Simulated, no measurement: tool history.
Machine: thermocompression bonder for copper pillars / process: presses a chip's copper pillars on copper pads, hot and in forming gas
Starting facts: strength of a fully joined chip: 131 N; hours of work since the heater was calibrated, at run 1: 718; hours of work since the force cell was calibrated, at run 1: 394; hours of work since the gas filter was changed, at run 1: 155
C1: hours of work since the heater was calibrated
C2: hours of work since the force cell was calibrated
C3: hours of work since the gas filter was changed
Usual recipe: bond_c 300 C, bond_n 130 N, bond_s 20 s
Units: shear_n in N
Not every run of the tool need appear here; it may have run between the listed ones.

{"run": 1, "hour": 0.0, "bond_c": 300, "bond_n": 130, "bond_s": 20, "C1": 718, "C2": 394, "C3": 155, "shear_n": 67.8}
{"run": 2, "hour": 33.7, "bond_c": 300, "bond_n": 130, "bond_s": 20, "C1": 734, "C2": 411, "C3": 172, "shear_n": 67.8}
{"run": 3, "hour": 58.2, "bond_c": 306, "bond_n": 130, "bond_s": 20, "C1": 746, "C2": 423, "C3": 184, "shear_n": 70}
{"run": 4, "hour": 95.6, "bond_c": 285, "bond_n": 130, "bond_s": 20, "C1": 765, "C2": 441, "C3": 203, "shear_n": 59.5}
{"hour": 128.4, "done": "forming gas filter changed"}
{"run": 5, "hour": 130.3, "bond_c": 292, "bond_n": 130, "bond_s": 20, "C1": 782, "C2": 458, "C3": 1, "shear_n": 66}
{"run": 6, "hour": 154.8, "bond_c": 292, "bond_n": 130, "bond_s": 20, "C1": 794, "C2": 470, "C3": 13, "shear_n": 66.3}
{"hour": 161.4, "done": "heater calibrated with a thermocouple chip"}
{"run": 7, "hour": 194.6, "bond_c": 292, "bond_n": 105, "bond_s": 20, "C1": 16, "C2": 489, "C3": 32, "shear_n": 54.8}
{"run": 8, "hour": 223.6, "bond_c": 292, "bond_n": 105, "bond_s": 20, "C1": 31, "C2": 503, "C3": 46, "shear_n": 54.8}
{"run": 9, "hour": 253.8, "bond_c": 292, "bond_n": 105, "bond_s": 20, "C1": 46, "C2": 518, "C3": 61, "shear_n": 55.1}
{"run": 10, "hour": 292.0, "bond_c": 292, "bond_n": 105, "bond_s": 20, "C1": 64, "C2": 537, "C3": 80, "shear_n": 54.6}
{"run": 11, "hour": 319.0, "bond_c": 292, "bond_n": 105, "bond_s": 20, "C1": 78, "C2": 550, "C3": 93, "shear_n": 54.8}
{"run": 12, "hour": 340.9, "bond_c": 300, "bond_n": 130, "bond_s": 20, "C1": 89, "C2": 561, "C3": 104, "shear_n": 65.3}
{"run": 13, "hour": 386.2, "bond_c": 300, "bond_n": 130, "bond_s": 20, "C1": 111, "C2": 583, "C3": 126, "shear_n": 64.2}
{"run": 14, "hour": 432.4, "bond_c": 300, "bond_n": 130, "bond_s": 20, "C1": 134, "C2": 606, "C3": 149, "shear_n": 64.3}
{"run": 15, "hour": 474.7, "bond_c": 300, "bond_n": 130, "bond_s": 20, "C1": 155, "C2": 627, "C3": 170, "shear_n": 63.7}
{"run": 16, "hour": 502.1, "bond_c": 300, "bond_n": 105, "bond_s": 20, "C1": 168, "C2": 640, "C3": 183, "shear_n": 57.6}
{"run": 17, "hour": 529.3, "bond_c": 300, "bond_n": 105, "bond_s": 20, "C1": 182, "C2": 654, "C3": 197, "shear_n": 57}
{"run": 18, "hour": 565.4, "bond_c": 300, "bond_n": 105, "bond_s": 20, "C1": 199, "C2": 672, "C3": 215, "shear_n": 56.7}
{"hour": 574.0, "done": "forming gas filter changed"}
{"run": 19, "hour": 594.1, "bond_c": 300, "bond_n": 105, "bond_s": 20, "C1": 213, "C2": 686, "C3": 10, "shear_n": 61.2}
{"run": 20, "hour": 617.3, "bond_c": 300, "bond_n": 105, "bond_s": 20, "C1": 225, "C2": 697, "C3": 21, "shear_n": 60.8}
{"run": 21, "hour": 664.5, "bond_c": 300, "bond_n": 105, "bond_s": 20, "C1": 248, "C2": 720, "C3": 45, "shear_n": 60.3}
{"run": 22, "hour": 707.5, "bond_c": 300, "bond_n": 105, "bond_s": 20, "C1": 269, "C2": 741, "C3": 66, "shear_n": 60.9}
{"run": 23, "hour": 735.2, "bond_c": 300, "bond_n": 140, "bond_s": 29, "C1": 283, "C2": 755, "C3": 79, "shear_n": 79.1}
{"run": 24, "hour": 783.8, "bond_c": 309, "bond_n": 93, "bond_s": 20, "C1": 307, "C2": 779, "C3": 103, "shear_n": 59.7}
{"run": 25, "hour": 823.4, "bond_c": 287, "bond_n": 172, "bond_s": 47, "C1": 326, "C2": 799, "C3": 123, "shear_n": 88.2}
{"run": 26, "hour": 860.6, "bond_c": 300, "bond_n": 183, "bond_s": 51, "C1": 345, "C2": 817, "C3": 141, "shear_n": 98.7}
{"run": 27, "hour": 896.5, "bond_c": 304, "bond_n": 130, "bond_s": 17, "C1": 362, "C2": 835, "C3": 159, "shear_n": 65}
{"run": 28, "hour": 932.4, "bond_c": 276, "bond_n": 130, "bond_s": 20, "C1": 380, "C2": 852, "C3": 177, "shear_n": 54.7}
{"run": 29, "hour": 971.2, "bond_c": 314, "bond_n": 127, "bond_s": 25, "C1": 399, "C2": 872, "C3": 196, "shear_n": 77.6}
{"run": 30, "hour": 993.6, "bond_c": 303, "bond_n": 158, "bond_s": 20, "C1": 410, "C2": 883, "C3": 207, "shear_n": 75}
{"hour": 1016.8, "done": "forming gas filter changed"}
{"run": 31, "hour": 1018.6, "bond_c": 303, "bond_n": 192, "bond_s": 30, "C1": 422, "C2": 895, "C3": 1, "shear_n": 96}
{"run": 32, "hour": 1062.5, "bond_c": 321, "bond_n": 158, "bond_s": 37, "C1": 444, "C2": 916, "C3": 23, "shear_n": 102.1}
{"run": 33, "hour": 1106.3, "bond_c": 320, "bond_n": 98, "bond_s": 16, "C1": 466, "C2": 938, "C3": 44, "shear_n": 65.3}
{"run": 34, "hour": 1145.6, "bond_c": 320, "bond_n": 98, "bond_s": 16, "C1": 485, "C2": 957, "C3": 64, "shear_n": 63.8}
{"run": 35, "hour": 1174.7, "bond_c": 306, "bond_n": 123, "bond_s": 20, "C1": 499, "C2": 972, "C3": 78, "shear_n": 70.6}
{"run": 36, "hour": 1212.5, "bond_c": 274, "bond_n": 96, "bond_s": 26, "C1": 518, "C2": 990, "C3": 97, "shear_n": 50.8}
{"run": 37, "hour": 1233.6, "bond_c": 284, "bond_n": 159, "bond_s": 32, "C1": 528, "C2": 1001, "C3": 107, "shear_n": 78.4}
{"run": 38, "hour": 1270.9, "bond_c": 320, "bond_n": 95, "bond_s": 32, "C1": 547, "C2": 1019, "C3": 125, "shear_n": 78.5}
{"run": 39, "hour": 1294.8, "bond_c": 321, "bond_n": 130, "bond_s": 20, "C1": 559, "C2": 1031, "C3": 137, "shear_n": 79.6}

What if the next run were any one of these 4? Each begins from the tool's condition after run 39:
{"run": "A", "hour": 1331.5, "bond_c": 325, "bond_n": 114, "bond_s": 34, "C1": 577, "C2": 1049, "C3": 155, "shear_n": "?"}
{"run": "B", "hour": 1331.5, "bond_c": 319, "bond_n": 165, "bond_s": 20, "C1": 577, "C2": 1049, "C3": 155, "shear_n": "?"}
{"run": "C", "hour": 1331.5, "bond_c": 300, "bond_n": 92, "bond_s": 39, "C1": 577, "C2": 1049, "C3": 155, "shear_n": "?"}
{"run": "D", "hour": 1331.5, "bond_c": 328, "bond_n": 130, "bond_s": 20, "C1": 577, "C2": 1049, "C3": 155, "shear_n": "?"}

run=A shear_n=87.8
run=B shear_n=85.6
run=C shear_n=70.8
run=D shear_n=81.3
With the hidden condition removed and each run's random variation left untouched, the same runs would have given:
run=A shear_n=85.9
run=B shear_n=83.5
run=C shear_n=67.8
run=D shear_n=79.1

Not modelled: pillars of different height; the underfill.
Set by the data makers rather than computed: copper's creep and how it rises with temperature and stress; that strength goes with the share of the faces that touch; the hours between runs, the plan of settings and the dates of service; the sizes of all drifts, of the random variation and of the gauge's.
